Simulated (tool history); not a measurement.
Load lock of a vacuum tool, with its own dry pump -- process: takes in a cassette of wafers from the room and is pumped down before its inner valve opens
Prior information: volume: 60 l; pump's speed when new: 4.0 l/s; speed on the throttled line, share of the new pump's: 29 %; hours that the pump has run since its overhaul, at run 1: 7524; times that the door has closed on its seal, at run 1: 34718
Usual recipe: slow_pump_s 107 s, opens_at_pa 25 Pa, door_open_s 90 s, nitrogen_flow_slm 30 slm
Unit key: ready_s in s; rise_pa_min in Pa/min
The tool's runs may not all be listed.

run,day,slow_pump_s,opens_at_pa,door_open_s,nitrogen_flow_slm,hours that the pump has run since its overhaul,times that the door has closed on its seal,"incoming humidity of the room's air, %",ready_s,rise_pa_min
1,0.000,107,25,90,30,7524,34718,46.5,217.4,0.137
2,7.975,107,25,90,30,7716,35508,45.3,217.7,0.144
3,21.733,107,25,90,30,8046,36870,43.4,217.6,0.147
4,35.912,107,25,90,30,8386,38274,45.8,217.1,0.148
5,50.017,107,25,90,30,8725,39671,46.1,221.2,0.162
6,58.088,107,25,90,30,8918,40470,44.5,218.7,0.161
7,70.979,107,25,90,30,9228,41746,46.6,217.0,0.177
8,81.679,107,26,90,30,9485,42806,46.5,220.9,0.173
9,96.762,107,25,90,30,9847,44299,44.2,219.6,0.188
10,103.492,78,25,90,30,10008,44965,48.4,202.7,0.187
11,114.546,107,25,90,30,10273,46060,44.3,223.3,0.195
12,124.771,107,25,90,30,10519,47072,45.3,223.1,0.196
13,131.383,107,25,90,30,10678,47727,47.3,225.9,0.203
# day 141.196: dry pump taken out, an overhauled one fitted
14,142.171,107,25,90,14,23,48771,50.0,200.5,0.230
15,148.333,107,25,90,14,171,49381,41.4,200.7,0.223
16,162.108,107,25,90,14,502,50745,45.4,202.8,0.221
17,175.088,107,25,90,14,813,52030,40.7,202.1,0.237
18,185.858,107,25,90,39,1072,53096,45.0,199.9,0.216
19,195.279,107,25,90,39,1298,54029,47.7,202.9,0.233
20,204.571,107,25,90,39,1521,54949,45.1,204.0,0.228
21,214.192,65,25,90,39,1752,55901,44.9,174.8,0.239
22,221.071,83,25,151,10,1917,56582,45.7,186.9,0.302
23,234.546,83,25,151,10,2240,57917,47.9,187.8,0.307
24,241.654,83,25,151,10,2411,58620,44.5,188.9,0.309
25,249.608,125,35,90,8,2602,59408,44.5,211.1,0.279
26,258.783,107,48,90,5,2822,60317,46.1,193.9,0.301
27,268.146,110,31,90,16,3047,61243,44.9,205.0,0.285

Run 28 has not been measured yet. What should we expect?
28,276.867,92,47,26,13,3256,62107,44.3,?,?

ready_s: 187.0 s
rise_pa_min: 0.265 Pa/min
Take away the tool's hidden state, keep the run-to-run variation as it was, and the same run would have given ready_s 181.7 s, rise_pa_min 0.028 Pa/min.

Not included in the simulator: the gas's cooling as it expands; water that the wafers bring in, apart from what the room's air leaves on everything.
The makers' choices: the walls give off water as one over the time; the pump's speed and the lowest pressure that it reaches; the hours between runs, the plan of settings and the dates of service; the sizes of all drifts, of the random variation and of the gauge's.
